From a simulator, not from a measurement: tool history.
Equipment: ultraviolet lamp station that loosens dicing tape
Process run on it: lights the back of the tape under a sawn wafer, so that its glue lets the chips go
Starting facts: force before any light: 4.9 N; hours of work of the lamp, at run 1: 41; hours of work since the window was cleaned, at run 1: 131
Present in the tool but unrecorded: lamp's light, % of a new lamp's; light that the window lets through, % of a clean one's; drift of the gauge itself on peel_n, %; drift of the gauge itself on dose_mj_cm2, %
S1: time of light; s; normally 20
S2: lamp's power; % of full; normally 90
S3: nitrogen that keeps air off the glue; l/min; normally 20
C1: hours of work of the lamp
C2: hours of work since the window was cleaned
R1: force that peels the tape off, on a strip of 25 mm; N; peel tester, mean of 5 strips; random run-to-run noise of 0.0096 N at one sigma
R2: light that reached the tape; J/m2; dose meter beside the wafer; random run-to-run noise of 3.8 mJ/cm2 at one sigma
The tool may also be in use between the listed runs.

{"run": 1, "hour": 0.0, "S1": 20, "S2": 90, "S3": 20, "C1": 41, "C2": 131, "R1": 0.433, "R2": 6370}
{"run": 2, "hour": 26.7, "S1": 20, "S2": 90, "S3": 20, "C1": 59, "C2": 148, "R1": 0.425, "R2": 6410}
{"run": 3, "hour": 43.1, "S1": 20, "S2": 90, "S3": 20, "C1": 70, "C2": 159, "R1": 0.413, "R2": 6290}
{"run": 4, "hour": 61.8, "S1": 20, "S2": 90, "S3": 20, "C1": 82, "C2": 171, "R1": 0.418, "R2": 6330}
{"run": 5, "hour": 85.4, "S1": 20, "S2": 90, "S3": 20, "C1": 97, "C2": 187, "R1": 0.403, "R2": 6210}
{"run": 6, "hour": 96.9, "S1": 20, "S2": 90, "S3": 20, "C1": 105, "C2": 194, "R1": 0.41, "R2": 6350}
{"run": 7, "hour": 111.3, "S1": 20, "S2": 90, "S3": 20, "C1": 114, "C2": 204, "R1": 0.412, "R2": 6390}
{"run": 8, "hour": 124.2, "S1": 20, "S2": 90, "S3": 20, "C1": 123, "C2": 212, "R1": 0.396, "R2": 6370}
{"run": 9, "hour": 141.4, "S1": 20, "S2": 90, "S3": 20, "C1": 134, "C2": 223, "R1": 0.427, "R2": 6330}
{"run": 10, "hour": 155.0, "S1": 15, "S2": 90, "S3": 20, "C1": 143, "C2": 232, "R1": 0.712, "R2": 4760}
{"run": 11, "hour": 177.1, "S1": 15, "S2": 90, "S3": 20, "C1": 157, "C2": 247, "R1": 0.717, "R2": 4780}
{"run": 12, "hour": 197.2, "S1": 15, "S2": 90, "S3": 20, "C1": 171, "C2": 260, "R1": 0.695, "R2": 4720}
{"run": 13, "hour": 212.2, "S1": 15, "S2": 90, "S3": 20, "C1": 181, "C2": 270, "R1": 0.701, "R2": 4780}
{"run": 14, "hour": 224.5, "S1": 20, "S2": 90, "S3": 30, "C1": 189, "C2": 278, "R1": 0.309, "R2": 6260}
{"run": 15, "hour": 236.1, "S1": 20, "S2": 90, "S3": 19, "C1": 196, "C2": 286, "R1": 0.422, "R2": 6270}
{"run": 16, "hour": 250.5, "S1": 20, "S2": 90, "S3": 19, "C1": 206, "C2": 295, "R1": 0.433, "R2": 6330}
{"run": 17, "hour": 277.2, "S1": 20, "S2": 90, "S3": 12, "C1": 223, "C2": 313, "R1": 0.6, "R2": 6320}
{"run": 18, "hour": 301.3, "S1": 20, "S2": 90, "S3": 12, "C1": 239, "C2": 328, "R1": 0.638, "R2": 6280}
{"run": 19, "hour": 316.5, "S1": 20, "S2": 90, "S3": 12, "C1": 249, "C2": 338, "R1": 0.64, "R2": 6270}
{"run": 20, "hour": 334.0, "S1": 20, "S2": 90, "S3": 12, "C1": 260, "C2": 350, "R1": 0.619, "R2": 6260}
{"run": 21, "hour": 351.6, "S1": 27, "S2": 90, "S3": 20, "C1": 272, "C2": 361, "R1": 0.231, "R2": 8460}
{"run": 22, "hour": 370.4, "S1": 27, "S2": 90, "S3": 20, "C1": 284, "C2": 374, "R1": 0.22, "R2": 8470}

The next listed run, before its measurement:
{"run": 23, "hour": 386.4, "S1": 22, "S2": 96, "S3": 15, "C1": 295, "C2": 384, "R1": "?", "R2": "?"}

R1: 0.363 N
R2: 7330 J/m2
On a tool with no hidden condition, and with the same random variation, this run would have come out at R1 0.362 N, R2 7450 J/m2.
